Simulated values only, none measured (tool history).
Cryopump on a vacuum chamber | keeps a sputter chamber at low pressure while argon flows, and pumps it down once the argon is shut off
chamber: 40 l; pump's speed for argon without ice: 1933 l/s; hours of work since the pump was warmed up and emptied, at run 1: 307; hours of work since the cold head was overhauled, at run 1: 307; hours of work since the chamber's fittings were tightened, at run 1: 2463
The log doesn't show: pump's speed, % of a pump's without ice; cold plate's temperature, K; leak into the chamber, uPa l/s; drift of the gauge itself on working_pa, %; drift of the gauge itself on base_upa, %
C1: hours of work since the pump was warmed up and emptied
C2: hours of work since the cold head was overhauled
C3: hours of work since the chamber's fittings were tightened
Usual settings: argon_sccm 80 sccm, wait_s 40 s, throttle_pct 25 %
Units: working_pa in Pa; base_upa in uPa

run 1 hour=0 | argon_sccm=80 wait_s=40 throttle_pct=25 | C1=307 C2=307 C3=2463 | working_pa=0.2942 base_upa=2.73
run 2 hour=38.9 | argon_sccm=80 wait_s=40 throttle_pct=25 | C1=342 C2=342 C3=2498 | working_pa=0.2943 base_upa=2.81
run 3 hour=106 | argon_sccm=80 wait_s=40 throttle_pct=25 | C1=402 C2=402 C3=2558 | working_pa=0.2978 base_upa=2.95
run 4 hour=164.5 | argon_sccm=80 wait_s=40 throttle_pct=25 | C1=455 C2=455 C3=2610 | working_pa=0.3043 base_upa=3.04
run 5 hour=202.9 | argon_sccm=44 wait_s=40 throttle_pct=25 | C1=490 C2=490 C3=2645 | working_pa=0.1694 base_upa=3.23
run 6 hour=238.6 | argon_sccm=44 wait_s=40 throttle_pct=25 | C1=522 C2=522 C3=2677 | working_pa=0.1704 base_upa=3.25
run 7 hour=267.7 | argon_sccm=44 wait_s=40 throttle_pct=25 | C1=548 C2=548 C3=2703 | working_pa=0.1716 base_upa=3.25
-- hour=331.4 pump warmed up, emptied and cooled again
run 8 hour=332.3 | argon_sccm=44 wait_s=40 throttle_pct=25 | C1=1 C2=601 C3=2757 | working_pa=0.1541 base_upa=2.65
run 9 hour=360 | argon_sccm=44 wait_s=40 throttle_pct=25 | C1=26 C2=626 C3=2782 | working_pa=0.1552 base_upa=2.64
run 10 hour=389.2 | argon_sccm=44 wait_s=40 throttle_pct=25 | C1=52 C2=653 C3=2808 | working_pa=0.1562 base_upa=2.74
run 11 hour=452.1 | argon_sccm=80 wait_s=40 throttle_pct=25 | C1=109 C2=709 C3=2864 | working_pa=0.2853 base_upa=2.91
run 12 hour=495.4 | argon_sccm=80 wait_s=40 throttle_pct=25 | C1=147 C2=748 C3=2903 | working_pa=0.2871 base_upa=2.9
run 13 hour=540.7 | argon_sccm=80 wait_s=120 throttle_pct=25 | C1=188 C2=789 C3=2944 | working_pa=0.2906 base_upa=2.14
run 14 hour=605.7 | argon_sccm=80 wait_s=120 throttle_pct=25 | C1=247 C2=847 C3=3002 | working_pa=0.2928 base_upa=2.35
run 15 hour=648.2 | argon_sccm=80 wait_s=120 throttle_pct=50 | C1=285 C2=885 C3=3041 | working_pa=0.1549 base_upa=2.31
run 16 hour=676.7 | argon_sccm=80 wait_s=120 throttle_pct=50 | C1=310 C2=911 C3=3066 | working_pa=0.1557 base_upa=2.47
run 17 hour=726.8 | argon_sccm=80 wait_s=120 throttle_pct=50 | C1=355 C2=956 C3=3111 | working_pa=0.1593 base_upa=2.5
run 18 hour=761.5 | argon_sccm=42 wait_s=111 throttle_pct=30 | C1=387 C2=987 C3=3142 | working_pa=0.135 base_upa=2.63
run 19 hour=819 | argon_sccm=80 wait_s=40 throttle_pct=42 | C1=438 C2=1039 C3=3194 | working_pa=0.1922 base_upa=3.48
run 20 hour=850.2 | argon_sccm=96 wait_s=47 throttle_pct=20 | C1=466 C2=1067 C3=3222 | working_pa=0.4567 base_upa=3.34
run 21 hour=899.4 | argon_sccm=128 wait_s=121 throttle_pct=54 | C1=511 C2=1111 C3=3266 | working_pa=0.2584 base_upa=2.93
run 22 hour=964.5 | argon_sccm=35 wait_s=40 throttle_pct=44 | C1=569 C2=1170 C3=3325 | working_pa=0.0864 base_upa=3.92
-- hour=1005 pump warmed up, emptied and cooled again
run 23 hour=1014.3 | argon_sccm=35 wait_s=40 throttle_pct=44 | C1=8 C2=1210 C3=3365 | working_pa=0.0699 base_upa=2.93
run 24 hour=1068.6 | argon_sccm=35 wait_s=40 throttle_pct=44 | C1=57 C2=1259 C3=3414 | working_pa=0.0708 base_upa=3.02
run 25 hour=1112 | argon_sccm=35 wait_s=40 throttle_pct=44 | C1=96 C2=1298 C3=3453 | working_pa=0.0724 base_upa=3.09
run 26 hour=1151.3 | argon_sccm=158 wait_s=66 throttle_pct=26 | C1=132 C2=1333 C3=3488 | working_pa=0.5447 base_upa=2.71
run 27 hour=1207.4 | argon_sccm=158 wait_s=66 throttle_pct=26 | C1=182 C2=1384 C3=3539 | working_pa=0.5504 base_upa=2.73
run 28 hour=1268.3 | argon_sccm=158 wait_s=66 throttle_pct=26 | C1=237 C2=1438 C3=3594 | working_pa=0.5577 base_upa=2.89
run 29 hour=1313 | argon_sccm=158 wait_s=66 throttle_pct=26 | C1=277 C2=1478 C3=3634 | working_pa=0.5641 base_upa=2.92
run 30 hour=1358 | argon_sccm=97 wait_s=40 throttle_pct=25 | C1=317 C2=1519 C3=3674 | working_pa=0.3583 base_upa=3.6
run 31 hour=1402.9 | argon_sccm=50 wait_s=33 throttle_pct=22 | C1=358 C2=1559 C3=3714 | working_pa=0.2112 base_upa=3.77
run 32 hour=1446.9 | argon_sccm=50 wait_s=33 throttle_pct=22 | C1=397 C2=1599 C3=3754 | working_pa=0.2116 base_upa=3.95
run 33 hour=1498.9 | argon_sccm=48 wait_s=40 throttle_pct=25 | C1=444 C2=1646 C3=3801 | working_pa=0.1844 base_upa=3.81

5 ways to go on from here, each from the tool as it stands after run 33. What would each give?
run A hour=1563.9 | argon_sccm=122 wait_s=20 throttle_pct=25 | C1=502 C2=1704 C3=3859 | working_pa=? base_upa=?
run B hour=1563.9 | argon_sccm=48 wait_s=95 throttle_pct=25 | C1=502 C2=1704 C3=3859 | working_pa=? base_upa=?
run C hour=1563.9 | argon_sccm=48 wait_s=40 throttle_pct=48 | C1=502 C2=1704 C3=3859 | working_pa=? base_upa=?
run D hour=1563.9 | argon_sccm=71 wait_s=40 throttle_pct=25 | C1=502 C2=1704 C3=3859 | working_pa=? base_upa=?
run E hour=1563.9 | argon_sccm=123 wait_s=290 throttle_pct=50 | C1=502 C2=1704 C3=3859 | working_pa=? base_upa=?

run=A working_pa=0.4736 base_upa=5.34
run=B working_pa=0.1864 base_upa=3.34
run=C working_pa=0.107 base_upa=4.05
run=D working_pa=0.2742 base_upa=4.18
run=E working_pa=0.2619 base_upa=3.05
Without the tool's hidden state the same runs would have given:
run=A working_pa=0.427 base_upa=2.47
run=B working_pa=0.168 base_upa=0.6
run=C working_pa=0.0885 base_upa=1.24
run=D working_pa=0.2473 base_upa=1.33
run=E working_pa=0.215 base_upa=0.3
